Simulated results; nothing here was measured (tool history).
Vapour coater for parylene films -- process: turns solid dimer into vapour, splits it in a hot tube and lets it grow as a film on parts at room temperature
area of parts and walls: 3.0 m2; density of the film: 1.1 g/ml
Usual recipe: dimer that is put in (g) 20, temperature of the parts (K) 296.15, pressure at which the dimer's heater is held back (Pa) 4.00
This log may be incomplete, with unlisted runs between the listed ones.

run,hour,dimer that is put in (g),temperature of the parts (K),pressure at which the dimer's heater is held back (Pa),thickness of the film (um)
1,0.0,20,296.15,4.00,3.75
2,16.9,20,296.15,4.00,3.68
3,38.5,20,296.15,4.00,3.71
4,56.1,20,296.15,4.00,3.66
5,67.8,20,296.15,4.00,3.61
6,87.6,20,296.15,4.00,3.67
7,98.8,20,296.15,4.00,3.68
8,115.8,20,306.15,4.00,2.74
9,138.2,20,306.15,4.00,2.73
10,148.8,20,296.15,4.00,3.65
11,172.0,20,296.15,4.00,3.68
12,191.0,20,296.15,4.00,3.60
13,204.7,20,296.15,4.00,3.62
# hour 210.3: trap's valve overhauled
14,229.4,20,296.15,4.00,3.52
15,249.2,20,296.15,4.00,3.51
16,270.4,20,296.15,6.61,3.45
17,280.6,20,296.15,6.61,3.41
18,294.2,20,296.15,6.61,3.42
19,307.8,20,296.15,4.00,3.53
# hour 335.5: trap's valve overhauled, once more
20,335.8,20,296.15,4.00,3.84
21,349.5,20,296.15,4.00,3.85
22,362.0,20,296.15,5.23,3.80
23,382.1,20,296.15,5.23,3.78
24,399.5,20,296.15,10.13,3.61
25,416.7,20,296.15,10.13,3.61
26,433.9,20,291.15,4.00,4.53
27,453.5,20,291.15,4.00,4.43
28,476.5,9,303.15,4.00,1.43
29,497.2,9,303.15,4.00,1.42
30,518.8,9,303.15,4.00,1.39
31,538.7,15,295.15,10.69,2.80
32,548.9,20,294.15,5.73,3.90
33,562.7,22,289.15,8.15,4.81
34,577.8,22,289.15,8.15,4.74
35,601.1,11,306.15,11.94,1.48
36,623.3,35,291.15,4.00,7.47
37,643.3,35,291.15,4.00,7.57
38,666.5,35,291.15,4.00,7.46
39,690.8,16,296.15,5.93,2.91
40,703.1,16,296.15,5.93,2.94
41,716.2,9,295.15,11.55,1.61
42,732.7,14,293.15,4.08,2.82
43,749.9,10,306.15,2.13,1.44
44,763.0,10,306.15,2.13,1.47
45,786.8,10,299.15,2.13,1.74
46,805.0,34,296.15,11.94,5.80
47,829.2,34,296.15,11.94,5.90

Below, each run's measurement less what the same run would have read without the hidden state. Both values contain the same run-to-run variation, but the gauge's scatter may not be the same in both:
Unlogged tool condition in this case: vapour lost through the trap's worn valve, %; true temperature of the parts over the reading, C; drift of the gauge itself on film_um, %.
run,thickness of the film (um)
1,-0.20
2,-0.20
3,-0.21
4,-0.22
5,-0.22
6,-0.24
7,-0.25
8,-0.19
9,-0.19
10,-0.26
11,-0.27
12,-0.27
13,-0.28
14,-0.39
15,-0.39
16,-0.40
17,-0.39
18,-0.40
19,-0.42
20,-0.03
21,-0.03
22,-0.04
23,-0.05
24,-0.05
25,-0.06
26,-0.08
27,-0.10
28,-0.03
29,-0.03
30,-0.04
31,-0.08
32,-0.13
33,-0.16
34,-0.17
35,-0.06
36,-0.30
37,-0.33
38,-0.35
39,-0.14
40,-0.14
41,-0.09
42,-0.15
43,-0.08
44,-0.08
45,-0.10
46,-0.36
47,-0.38
